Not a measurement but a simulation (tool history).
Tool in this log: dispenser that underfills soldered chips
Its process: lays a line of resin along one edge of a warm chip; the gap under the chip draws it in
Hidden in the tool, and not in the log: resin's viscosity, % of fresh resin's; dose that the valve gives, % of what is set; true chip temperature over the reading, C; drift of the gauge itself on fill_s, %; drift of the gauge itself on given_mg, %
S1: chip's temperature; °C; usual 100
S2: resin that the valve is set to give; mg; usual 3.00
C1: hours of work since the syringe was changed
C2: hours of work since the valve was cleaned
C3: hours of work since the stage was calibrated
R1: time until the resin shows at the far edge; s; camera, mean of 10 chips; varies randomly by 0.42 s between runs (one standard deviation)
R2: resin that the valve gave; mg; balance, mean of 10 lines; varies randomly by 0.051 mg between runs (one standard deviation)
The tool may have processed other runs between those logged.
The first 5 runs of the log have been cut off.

-- hour=35.6 new syringe of resin
-- hour=43.0 new syringe of resin
run 6 hour=43.0 | S1=109 S2=3.00 | C1=0 C2=33 C3=27 | R1=23.0 R2=2.95
-- hour=51.1 new syringe of resin
run 7 hour=51.2 | S1=109 S2=3.00 | C1=0 C2=39 C3=34 | R1=22.8 R2=2.88
-- hour=59.2 new syringe of resin
run 8 hour=62.3 | S1=109 S2=3.00 | C1=2 C2=48 C3=42 | R1=26.4 R2=2.82
-- hour=67.4 new syringe of resin
run 9 hour=68.8 | S1=100 S2=3.00 | C1=1 C2=53 C3=47 | R1=31.7 R2=2.87
-- hour=75.0 new syringe of resin
run 10 hour=79.9 | S1=100 S2=3.00 | C1=4 C2=61 C3=56 | R1=36.2 R2=2.88
-- hour=82.7 new syringe of resin
-- hour=90.8 new syringe of resin
run 11 hour=92.3 | S1=100 S2=3.00 | C1=1 C2=71 C3=65 | R1=33.8 R2=2.74
-- hour=98.9 new syringe of resin
run 12 hour=103.5 | S1=100 S2=3.22 | C1=4 C2=79 C3=74 | R1=36.4 R2=3.04
-- hour=106.6 new syringe of resin
-- hour=114.4 new syringe of resin
run 13 hour=114.4 | S1=100 S2=3.22 | C1=0 C2=87 C3=82 | R1=30.9 R2=2.98
run 14 hour=120.1 | S1=100 S2=3.00 | C1=5 C2=92 C3=86 | R1=40.0 R2=2.68
-- hour=122.4 new syringe of resin
-- hour=130.5 new syringe of resin
run 15 hour=130.5 | S1=100 S2=3.00 | C1=0 C2=100 C3=94 | R1=31.1 R2=2.62
-- hour=138.3 new syringe of resin
run 16 hour=141.7 | S1=105 S2=3.00 | C1=3 C2=108 C3=103 | R1=30.6 R2=2.66
-- hour=146.0 new syringe of resin
run 17 hour=148.6 | S1=110 S2=3.24 | C1=2 C2=113 C3=108 | R1=25.7 R2=2.86
-- hour=153.9 new syringe of resin
run 18 hour=159.0 | S1=110 S2=3.24 | C1=4 C2=121 C3=116 | R1=28.1 R2=2.81
-- hour=162.0 new syringe of resin
-- hour=169.6 new syringe of resin
run 19 hour=171.0 | S1=104 S2=2.53 | C1=1 C2=130 C3=125 | R1=31.6 R2=2.21
-- hour=177.5 new syringe of resin
run 20 hour=178.6 | S1=100 S2=3.44 | C1=1 C2=136 C3=131 | R1=31.8 R2=2.97

Run 21 is up next; what results do you expect?
-- hour=185.0 dispensing valve cleaned and set on the balance
-- hour=186.3 new syringe of resin
run 21 hour=189.3 | S1=100 S2=3.44 | C1=2 C2=3 C3=138 | R1=? R2=?

Run 21 gave R1 32.8 s, R2 3.44 mg.
If the tool had no hidden condition, the same run with the same run-to-run variation would have returned R1 28.6 s, R2 3.46 mg.
